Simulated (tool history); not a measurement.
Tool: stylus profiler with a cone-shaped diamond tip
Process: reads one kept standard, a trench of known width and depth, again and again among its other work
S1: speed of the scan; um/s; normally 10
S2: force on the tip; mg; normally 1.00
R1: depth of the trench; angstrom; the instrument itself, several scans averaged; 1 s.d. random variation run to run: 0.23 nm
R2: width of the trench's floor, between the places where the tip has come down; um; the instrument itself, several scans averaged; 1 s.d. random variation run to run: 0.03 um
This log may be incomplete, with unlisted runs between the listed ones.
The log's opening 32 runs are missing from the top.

run    hour  S1    S2       R1     R2
 33  2440.8  10  1.09  10093.9  16.42
 34  2495.4   5  0.66  10071.7  16.40
 35  2574.7   3  2.03  10143.5  16.35
 36  2629.1   2  2.35  10155.7  16.38
 37  2696.4  10  0.88  10073.2  16.24
 38  2743.0  19  1.51  10110.4  16.16
 39  2823.3  19  1.51  10109.4  16.08
 40  2870.1  19  1.51  10109.1  16.05
 41  2935.0   4  2.21  10148.9  16.05
 42  3002.6  10  1.95  10127.1  15.95
 43  3099.5   3  0.68  10053.9  15.95
 44  3154.1  10  0.56  10049.5  15.80
 45  3211.3  25  0.81  10059.2  15.68
 46  3299.6  25  0.81  10060.6  15.55

Here are 3 independent what-if runs from the current tool condition. What would each one return?
  A  3380.8   3  0.36   ?   ?
  B  3380.8  25  1.32   ?   ?
  C  3380.8  10  1.75   ?   ?

run       R1     R2
  A  10031.3  15.69
  B  10085.6  15.53
  C  10110.7  15.70
What these runs would have given with no unlogged condition in the tool:
run       R1     R2
  A  10050.6  16.50
  B  10105.0  16.34
  C  10130.2  16.52
